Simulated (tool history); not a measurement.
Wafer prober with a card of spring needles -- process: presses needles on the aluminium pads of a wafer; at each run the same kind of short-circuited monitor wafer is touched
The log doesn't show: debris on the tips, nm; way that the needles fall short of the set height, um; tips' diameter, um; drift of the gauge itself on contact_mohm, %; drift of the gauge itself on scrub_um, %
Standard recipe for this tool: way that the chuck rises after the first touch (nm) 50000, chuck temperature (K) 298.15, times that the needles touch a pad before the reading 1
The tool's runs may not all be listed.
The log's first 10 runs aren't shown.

run	hour	way that the chuck rises after the first touch (nm)	chuck temperature (K)	times that the needles touch a pad before the reading	touches since the tips were cleaned	cleanings since the card got new needles	touches since the first contact's height was set	resistance of one needle with its contact and lead (mohm)	way that a needle slides on the pad (nm)
# hour 211.5: tips cleaned on abrasive film
# hour 223.5: tips cleaned on abrasive film
11	227	50000	298.15	1	1514	80	54751	287	9410
# hour 235.9: tips cleaned on abrasive film
12	245.4	50000	326.15	1	4120	81	62708	307	9340
# hour 248.5: tips cleaned on abrasive film
# hour 260.2: tips cleaned on abrasive film
13	261.9	50000	326.15	1	731	83	69790	297	9360
# hour 273: tips cleaned on abrasive film
14	282.2	50000	322.15	1	4016	84	78549	301	9210
# hour 286.4: tips cleaned on abrasive film
15	296.2	50000	322.15	1	4284	85	84592	311	9200
# hour 297.8: tips cleaned on abrasive film
# hour 310.9: tips cleaned on abrasive film
16	320.9	63000	322.15	1	4354	87	95202	293	11780
# hour 322.5: tips cleaned on abrasive film
# hour 334.1: tips cleaned on abrasive film
# hour 346.6: tips cleaned on abrasive film
17	348.6	63000	322.15	1	877	90	107092	287	11660
# hour 359.5: tips cleaned on abrasive film
# hour 371.4: tips cleaned on abrasive film
18	373	51000	349.15	1	694	92	117605	294	9330
# hour 383.6: tips cleaned on abrasive film
19	392.9	50000	298.15	2	4024	93	126176	295	9120
# hour 395.3: tips cleaned on abrasive film
# hour 408.1: tips cleaned on abrasive film
20	410.8	50000	298.15	2	1179	95	133866	287	9110
# hour 420.4: tips cleaned on abrasive film
21	431.2	55000	343.15	2	4700	96	142682	308	10030
# hour 432.6: tips cleaned on abrasive film
# hour 444.7: tips cleaned on abrasive film
22	446.8	55000	343.15	2	892	98	149332	295	10000
# hour 457.8: tips cleaned on abrasive film
23	465.2	30000	335.15	1	3216	99	157296	370	5250
# hour 471.3: tips cleaned on abrasive film
# hour 483.5: tips cleaned on abrasive film
24	483.7	68000	360.15	2	61	101	165213	283	12460
# hour 495.5: tips cleaned on abrasive film
# hour 507.7: tips cleaned on abrasive film
25	507.7	68000	360.15	2	37	103	175574	295	12460
# hour 519.2: tips cleaned on abrasive film
# hour 531.3: tips cleaned on abrasive film
26	537.2	50000	360.15	2	2571	105	188279	309	9010
# hour 544.6: tips cleaned on abrasive film
# hour 558.1: tips cleaned on abrasive film
27	560.9	66000	300.15	2	1245	107	198483	277	12100
# hour 571.6: tips cleaned on abrasive film
# hour 576.4: height of the first contact set anew
# hour 584: tips cleaned on abrasive film
28	584	68000	315.15	2	0	109	3255	275	12900
# hour 595.6: tips cleaned on abrasive film
29	600.4	68000	315.15	2	2070	110	10337	280	12960
# hour 609.2: tips cleaned on abrasive film
# hour 621.1: tips cleaned on abrasive film
30	628.4	62000	348.15	1	3155	112	22394	309	11670

Forecast each of these 3 alternatives for the next run:
# hour 632.9: tips cleaned on abrasive film
# hour 645.3: tips cleaned on abrasive film
A	656.5	49000	298.15	1	4834	114	34507	?	?
# hour 632.9: tips cleaned on abrasive film
# hour 645.3: tips cleaned on abrasive film
B	656.5	50000	341.15	1	4834	114	34507	?	?
# hour 632.9: tips cleaned on abrasive film
# hour 645.3: tips cleaned on abrasive film
C	656.5	58000	298.15	3	4834	114	34507	?	?

run	resistance of one needle with its contact and lead (mohm)	way that a needle slides on the pad (nm)
A	305	9260
B	322	9400
C	287	10920
The same runs, with their run-to-run variation unchanged, on a tool lacking any hidden condition would have given:
run	resistance of one needle with its contact and lead (mohm)	way that a needle slides on the pad (nm)
A	270	9380
B	289	9510
C	275	11030
